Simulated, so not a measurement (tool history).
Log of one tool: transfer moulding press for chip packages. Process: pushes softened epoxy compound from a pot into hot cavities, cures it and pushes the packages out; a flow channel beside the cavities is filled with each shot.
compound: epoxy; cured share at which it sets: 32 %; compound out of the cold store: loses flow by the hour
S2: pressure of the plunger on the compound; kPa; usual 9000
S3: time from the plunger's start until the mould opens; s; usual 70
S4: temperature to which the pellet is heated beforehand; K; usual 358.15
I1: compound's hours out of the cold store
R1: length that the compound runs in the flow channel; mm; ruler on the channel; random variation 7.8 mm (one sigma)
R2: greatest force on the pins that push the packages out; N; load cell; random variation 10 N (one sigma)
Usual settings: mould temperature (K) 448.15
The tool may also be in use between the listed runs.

run 1 hour=0.0 | mould_temperature_(K)=448.15 S2=9000 S3=70 S4=358.15 | I1=19.0 | R1=897 R2=485
-- hour=8.5 cavities cleaned with cleaning compound and waxed
run 2 hour=23.9 | mould_temperature_(K)=448.15 S2=9000 S3=70 S4=358.15 | I1=45.9 | R1=819 R2=456
-- hour=55.2 cavities cleaned with cleaning compound and waxed
run 3 hour=66.6 | mould_temperature_(K)=448.15 S2=9000 S3=83 S4=358.15 | I1=24.1 | R1=894 R2=408
run 4 hour=96.8 | mould_temperature_(K)=448.15 S2=9000 S3=70 S4=358.15 | I1=40.1 | R1=825 R2=470
-- hour=102.7 cavities cleaned with cleaning compound and waxed
run 5 hour=133.0 | mould_temperature_(K)=448.15 S2=9110 S3=70 S4=358.15 | I1=20.2 | R1=895 R2=484
-- hour=147.6 cavities cleaned with cleaning compound and waxed
run 6 hour=164.7 | mould_temperature_(K)=453.15 S2=9000 S3=70 S4=358.15 | I1=38.8 | R1=813 R2=409
-- hour=192.6 cavities cleaned with cleaning compound and waxed
-- hour=204.9 mould's thermocouples calibrated
run 7 hour=204.9 | mould_temperature_(K)=453.15 S2=9000 S3=70 S4=363.15 | I1=28.7 | R1=843 R2=395
run 8 hour=234.8 | mould_temperature_(K)=453.15 S2=9000 S3=70 S4=363.15 | I1=18.5 | R1=875 R2=405
-- hour=240.5 cavities cleaned with cleaning compound and waxed
run 9 hour=269.5 | mould_temperature_(K)=448.15 S2=9000 S3=70 S4=359.15 | I1=36.7 | R1=835 R2=472
-- hour=284.8 cavities cleaned with cleaning compound and waxed
run 10 hour=315.1 | mould_temperature_(K)=448.15 S2=9000 S3=70 S4=359.15 | I1=25.6 | R1=861 R2=490
-- hour=324.1 plunger's sealing rings changed
-- hour=332.3 cavities cleaned with cleaning compound and waxed
run 11 hour=364.2 | mould_temperature_(K)=448.15 S2=9000 S3=70 S4=359.15 | I1=37.3 | R1=838 R2=488
-- hour=377.6 cavities cleaned with cleaning compound and waxed
run 12 hour=403.0 | mould_temperature_(K)=448.15 S2=9000 S3=70 S4=359.15 | I1=29.6 | R1=866 R2=473
-- hour=424.0 cavities cleaned with cleaning compound and waxed
run 13 hour=441.2 | mould_temperature_(K)=448.15 S2=9000 S3=70 S4=358.15 | I1=15.3 | R1=921 R2=492
-- hour=469.2 cavities cleaned with cleaning compound and waxed
run 14 hour=479.0 | mould_temperature_(K)=448.15 S2=9000 S3=70 S4=358.15 | I1=27.7 | R1=860 R2=480
run 15 hour=501.4 | mould_temperature_(K)=448.15 S2=9000 S3=70 S4=358.15 | I1=15.3 | R1=912 R2=494
-- hour=514.0 cavities cleaned with cleaning compound and waxed
run 16 hour=538.4 | mould_temperature_(K)=450.15 S2=9000 S3=70 S4=358.15 | I1=20.7 | R1=886 R2=450
-- hour=558.1 cavities cleaned with cleaning compound and waxed
run 17 hour=579.0 | mould_temperature_(K)=450.15 S2=9000 S3=70 S4=358.15 | I1=11.5 | R1=912 R2=454
-- hour=602.2 cavities cleaned with cleaning compound and waxed
run 18 hour=624.2 | mould_temperature_(K)=453.15 S2=6900 S3=70 S4=367.15 | I1=13.5 | R1=785 R2=401
-- hour=648.2 cavities cleaned with cleaning compound and waxed
run 19 hour=650.3 | mould_temperature_(K)=448.15 S2=7100 S3=70 S4=367.15 | I1=46.9 | R1=718 R2=452
-- hour=693.1 cavities cleaned with cleaning compound and waxed
run 20 hour=696.9 | mould_temperature_(K)=448.15 S2=7100 S3=70 S4=367.15 | I1=9.4 | R1=831 R2=490
-- hour=738.7 cavities cleaned with cleaning compound and waxed
run 21 hour=746.0 | mould_temperature_(K)=451.15 S2=8740 S3=86 S4=355.15 | I1=19.7 | R1=858 R2=405
-- hour=750.7 plunger's sealing rings changed
run 22 hour=768.8 | mould_temperature_(K)=448.15 S2=7360 S3=68 S4=357.15 | I1=13.5 | R1=836 R2=508
-- hour=788.4 cavities cleaned with cleaning compound and waxed
run 23 hour=796.7 | mould_temperature_(K)=445.15 S2=7350 S3=56 S4=366.15 | I1=19.1 | R1=809 R2=951
-- hour=818.4 mould's thermocouples calibrated
run 24 hour=818.4 | mould_temperature_(K)=445.15 S2=7350 S3=56 S4=366.15 | I1=27.1 | R1=805 R2=886
-- hour=835.8 cavities cleaned with cleaning compound and waxed
run 25 hour=856.0 | mould_temperature_(K)=449.15 S2=9000 S3=70 S4=351.15 | I1=25.0 | R1=876 R2=448
-- hour=881.4 cavities cleaned with cleaning compound and waxed
run 26 hour=885.2 | mould_temperature_(K)=453.15 S2=9000 S3=70 S4=357.15 | I1=24.8 | R1=866 R2=412
run 27 hour=905.7 | mould_temperature_(K)=453.15 S2=9000 S3=70 S4=357.15 | I1=36.0 | R1=823 R2=412

Forecast each of these 3 alternatives for the next run:
-- hour=925.1 cavities cleaned with cleaning compound and waxed
run A hour=940.1 | mould_temperature_(K)=446.15 S2=9000 S3=70 S4=357.15 | I1=34.1 | R1=? R2=?
-- hour=925.1 cavities cleaned with cleaning compound and waxed
run B hour=940.1 | mould_temperature_(K)=453.15 S2=9230 S3=70 S4=357.15 | I1=13.3 | R1=? R2=?
-- hour=925.1 cavities cleaned with cleaning compound and waxed
run C hour=940.1 | mould_temperature_(K)=448.15 S2=7870 S3=70 S4=350.15 | I1=43.1 | R1=? R2=?

run=A R1=865 R2=519
run=B R1=913 R2=404
run=C R1=780 R2=484
Without the tool's hidden state the same runs would have given:
run=A R1=865 R2=517
run=B R1=913 R2=403
run=C R1=780 R2=482
